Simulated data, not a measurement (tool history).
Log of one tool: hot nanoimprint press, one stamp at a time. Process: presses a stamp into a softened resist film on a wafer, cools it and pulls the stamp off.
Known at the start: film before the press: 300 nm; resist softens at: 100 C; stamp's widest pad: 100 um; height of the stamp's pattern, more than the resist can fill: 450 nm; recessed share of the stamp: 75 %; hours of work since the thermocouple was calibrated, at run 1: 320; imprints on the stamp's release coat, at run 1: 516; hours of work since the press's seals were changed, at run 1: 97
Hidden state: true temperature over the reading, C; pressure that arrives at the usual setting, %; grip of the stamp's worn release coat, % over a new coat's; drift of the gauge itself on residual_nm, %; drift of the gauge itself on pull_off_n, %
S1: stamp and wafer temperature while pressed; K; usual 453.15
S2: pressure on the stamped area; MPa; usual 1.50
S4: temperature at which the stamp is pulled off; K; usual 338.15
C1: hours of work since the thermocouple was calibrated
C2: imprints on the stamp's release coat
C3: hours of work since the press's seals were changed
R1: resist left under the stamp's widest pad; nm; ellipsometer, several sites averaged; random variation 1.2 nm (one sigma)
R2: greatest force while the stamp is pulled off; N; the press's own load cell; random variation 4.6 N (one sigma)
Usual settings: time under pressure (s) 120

run 1 day=0.000 | S1=453.15 S2=1.50 time_under_pressure_(s)=120 S4=338.15 | C1=320 C2=516 C3=97 | R1=182.5 R2=265
run 2 day=1.275 | S1=453.15 S2=1.50 time_under_pressure_(s)=120 S4=325.15 | C1=339 C2=616 C3=116 | R1=186.8 R2=366
run 3 day=3.692 | S1=453.15 S2=1.50 time_under_pressure_(s)=120 S4=338.15 | C1=375 C2=806 C3=152 | R1=183.4 R2=291
run 4 day=5.446 | S1=453.15 S2=1.50 time_under_pressure_(s)=120 S4=338.15 | C1=401 C2=945 C3=178 | R1=184.5 R2=310
run 5 day=6.675 | S1=453.15 S2=1.50 time_under_pressure_(s)=120 S4=338.15 | C1=419 C2=1041 C3=196 | R1=184.9 R2=316
-- day=8.367 plate thermocouple calibrated
run 6 day=8.496 | S1=453.15 S2=1.50 time_under_pressure_(s)=120 S4=338.15 | C1=2 C2=1175 C3=221 | R1=175.8 R2=320
run 7 day=9.712 | S1=453.15 S2=1.50 time_under_pressure_(s)=120 S4=338.15 | C1=20 C2=1271 C3=239 | R1=181.2 R2=334
run 8 day=11.321 | S1=453.15 S2=1.63 time_under_pressure_(s)=120 S4=338.15 | C1=44 C2=1398 C3=263 | R1=173.7 R2=341
run 9 day=12.846 | S1=453.15 S2=1.50 time_under_pressure_(s)=120 S4=338.15 | C1=66 C2=1518 C3=286 | R1=181.1 R2=356
run 10 day=14.275 | S1=453.15 S2=1.50 time_under_pressure_(s)=120 S4=338.15 | C1=88 C2=1630 C3=307 | R1=179.5 R2=358
-- day=15.346 stamp cleaned and given a new release coat
run 11 day=17.304 | S1=453.15 S2=1.50 time_under_pressure_(s)=120 S4=338.15 | C1=129 C2=154 C3=348 | R1=181.3 R2=239
run 12 day=19.712 | S1=453.15 S2=1.50 time_under_pressure_(s)=120 S4=338.15 | C1=165 C2=344 C3=384 | R1=183.4 R2=255
run 13 day=21.100 | S1=443.15 S2=1.50 time_under_pressure_(s)=120 S4=338.15 | C1=185 C2=453 C3=405 | R1=244.4 R2=262
run 14 day=23.771 | S1=443.15 S2=1.50 time_under_pressure_(s)=120 S4=338.15 | C1=225 C2=664 C3=444 | R1=243.0 R2=274
run 15 day=26.317 | S1=443.15 S2=1.50 time_under_pressure_(s)=120 S4=338.15 | C1=263 C2=864 C3=482 | R1=247.8 R2=300
run 16 day=28.150 | S1=445.15 S2=1.13 time_under_pressure_(s)=218 S4=324.15 | C1=290 C2=1009 C3=509 | R1=222.3 R2=403
run 17 day=30.450 | S1=445.15 S2=1.13 time_under_pressure_(s)=218 S4=324.15 | C1=324 C2=1190 C3=543 | R1=227.2 R2=439
run 18 day=32.067 | S1=445.15 S2=1.13 time_under_pressure_(s)=218 S4=324.15 | C1=348 C2=1317 C3=567 | R1=223.5 R2=438
run 19 day=33.821 | S1=453.15 S2=1.50 time_under_pressure_(s)=75 S4=333.15 | C1=374 C2=1455 C3=593 | R1=211.9 R2=396
run 20 day=36.533 | S1=453.15 S2=1.29 time_under_pressure_(s)=204 S4=338.15 | C1=414 C2=1669 C3=634 | R1=167.9 R2=383
-- day=37.162 stamp cleaned and given a new release coat
run 21 day=38.450 | S1=442.15 S2=1.50 time_under_pressure_(s)=120 S4=338.15 | C1=439 C2=101 C3=658 | R1=255.7 R2=247
-- day=38.808 plate thermocouple calibrated
-- day=39.142 press's hydraulic seals changed and the load cell set to zero
run 22 day=41.504 | S1=453.15 S2=1.17 time_under_pressure_(s)=120 S4=330.15 | C1=35 C2=306 C3=35 | R1=194.8 R2=295
run 23 day=43.371 | S1=453.15 S2=1.17 time_under_pressure_(s)=120 S4=330.15 | C1=63 C2=453 C3=63 | R1=196.0 R2=309
run 24 day=44.833 | S1=442.15 S2=1.56 time_under_pressure_(s)=120 S4=324.15 | C1=84 C2=568 C3=84 | R1=246.4 R2=342
run 25 day=46.188 | S1=453.15 S2=1.50 time_under_pressure_(s)=120 S4=324.15 | C1=105 C2=675 C3=105 | R1=180.6 R2=379
run 26 day=48.279 | S1=453.15 S2=1.50 time_under_pressure_(s)=120 S4=324.15 | C1=136 C2=839 C3=136 | R1=182.6 R2=386
run 27 day=49.646 | S1=463.15 S2=1.70 time_under_pressure_(s)=60 S4=338.15 | C1=156 C2=947 C3=156 | R1=154.4 R2=304
run 28 day=52.450 | S1=441.15 S2=1.07 time_under_pressure_(s)=208 S4=335.15 | C1=197 C2=1168 C3=197 | R1=249.9 R2=353
run 29 day=55.050 | S1=449.15 S2=1.26 time_under_pressure_(s)=173 S4=328.15 | C1=236 C2=1373 C3=236 | R1=203.9 R2=434

Forecast each of these 3 alternatives for the next run:
run A day=56.871 | S1=462.15 S2=1.26 time_under_pressure_(s)=85 S4=326.15 | C1=263 C2=1516 C3=263 | R1=? R2=?
run B day=56.871 | S1=445.15 S2=1.26 time_under_pressure_(s)=219 S4=328.15 | C1=263 C2=1516 C3=263 | R1=? R2=?
run C day=56.871 | S1=453.15 S2=0.99 time_under_pressure_(s)=141 S4=346.15 | C1=263 C2=1516 C3=263 | R1=? R2=?

run=A R1=160.2 R2=458
run=B R1=215.9 R2=443
run=C R1=204.1 R2=295
Without the tool's hidden state the same runs would have given:
run=A R1=154.8 R2=283
run=B R1=209.5 R2=274
run=C R1=198.2 R2=181
